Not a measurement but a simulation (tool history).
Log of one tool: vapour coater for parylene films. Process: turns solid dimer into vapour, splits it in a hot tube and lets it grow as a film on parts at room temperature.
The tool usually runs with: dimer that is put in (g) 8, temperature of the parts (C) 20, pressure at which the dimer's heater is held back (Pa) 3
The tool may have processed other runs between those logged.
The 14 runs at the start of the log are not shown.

run	hour	dimer that is put in (g)	temperature of the parts (C)	pressure at which the dimer's heater is held back (Pa)	thickness of the film (um)
15	200.4	11	18	3	3.14
16	213.8	11	18	3	3.13
17	232.7	11	18	3	3.12
18	243.8	13	25	3	3.2
19	259.2	13	25	3	3.15
20	276.3	13	25	3	3.23
21	289.2	9	17	9.76	2.29
22	299.9	8	20	2.6	2.23
23	308.6	8	24	2.6	2.05
24	323.6	10	14	2.32	3.23
25	336.9	10	14	2.32	3.21
26	346.2	8	20	8.29	1.92
27	359.8	8	28	10.79	1.57
28	368.9	8	13	3	2.54
29	377.4	3	19	10.99	0.72
30	395.5	5	17	3.95	1.41

Branching from run 30: 4 alternative next runs. What would each branch give?
A	411.3	8	20	9.1	?
B	411.3	4	23	2.04	?
C	411.3	5	15	3.55	?
D	411.3	11	17	3.95	?

run	thickness of the film (um)
A	1.94
B	1.07
C	1.51
D	3.11
What these runs would have given with no unlogged condition in the tool:
run	thickness of the film (um)
A	1.94
B	1.08
C	1.51
D	3.11
